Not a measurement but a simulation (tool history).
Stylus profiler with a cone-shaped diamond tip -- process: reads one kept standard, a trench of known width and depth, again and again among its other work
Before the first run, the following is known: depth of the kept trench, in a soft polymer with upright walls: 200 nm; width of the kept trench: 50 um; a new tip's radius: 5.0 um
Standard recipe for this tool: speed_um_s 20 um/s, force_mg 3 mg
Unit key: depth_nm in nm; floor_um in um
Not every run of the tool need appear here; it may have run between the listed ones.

| run | hour | speed_um_s | force_mg | depth_nm | floor_um |
|---|---|---|---|---|---|
| 1 | 0 | 20 | 3 | 201.26 | 47.08 |
| 2 | 30.8 | 20 | 3 | 201.14 | 47.1 |
| 3 | 87.1 | 20 | 3 | 201.23 | 47.12 |
| 4 | 142.2 | 20 | 3 | 201.36 | 47.09 |
| 5 | 176.8 | 20 | 3 | 201.28 | 47.1 |
| 6 | 235.6 | 20 | 3 | 201.18 | 47.12 |
| 7 | 295.8 | 63 | 3 | 201.15 | 46.93 |
| 8 | 340.6 | 20 | 3 | 201.11 | 47.07 |
| 9 | 394.6 | 20 | 4.2 | 201.46 | 47.1 |
| 10 | 451.6 | 20 | 4.2 | 201.61 | 47.1 |
| 11 | 502.6 | 20 | 4.2 | 201.42 | 47.11 |
| 12 | 533 | 20 | 4.2 | 201.58 | 47.15 |
| 13 | 567.7 | 20 | 4.2 | 201.55 | 47.11 |
| 14 | 605 | 20 | 4.2 | 201.52 | 47.1 |
| 15 | 639.1 | 12 | 3 | 201.24 | 47.14 |
| 16 | 693.9 | 20 | 1.22 | 200.62 | 47.06 |
| 17 | 724.5 | 34 | 4.14 | 201.54 | 47.08 |
| 18 | 777.9 | 40 | 5.62 | 201.88 | 47.02 |
| 19 | 822.1 | 18 | 4.26 | 201.37 | 47.13 |
| 20 | 881.2 | 18 | 4.26 | 201.54 | 47.1 |
| 21 | 939.8 | 17 | 1.65 | 200.86 | 47.14 |
| 22 | 986 | 12 | 1.65 | 200.88 | 47.16 |
| 23 | 1011 | 12 | 1.65 | 200.74 | 47.11 |
| 24 | 1064.2 | 8 | 1.23 | 200.53 | 47.11 |
| 25 | 1089.4 | 8 | 1.23 | 200.78 | 47.08 |
| 26 | 1119.8 | 22 | 1.23 | 200.58 | 47.02 |

Branching from run 26: 5 alternative next runs. What would each branch give?
| A | 1156.9 | 68 | 5.75 | ? | ? |
| B | 1156.9 | 6 | 2.82 | ? | ? |
| C | 1156.9 | 7 | 4.75 | ? | ? |
| D | 1156.9 | 35 | 1.2 | ? | ? |
| E | 1156.9 | 46 | 4.56 | ? | ? |

| run | depth_nm | floor_um |
|---|---|---|
| A | 201.83 | 46.99 |
| B | 201.13 | 47.22 |
| C | 201.76 | 47.22 |
| D | 200.69 | 46.92 |
| E | 201.66 | 47.05 |
Take away the tool's hidden state, keep each run's random variation, and the runs would have read:
| run | depth_nm | floor_um |
|---|---|---|
| A | 201.84 | 46.99 |
| B | 201.15 | 47.22 |
| C | 201.77 | 47.23 |
| D | 200.7 | 46.93 |
| E | 201.67 | 47.06 |

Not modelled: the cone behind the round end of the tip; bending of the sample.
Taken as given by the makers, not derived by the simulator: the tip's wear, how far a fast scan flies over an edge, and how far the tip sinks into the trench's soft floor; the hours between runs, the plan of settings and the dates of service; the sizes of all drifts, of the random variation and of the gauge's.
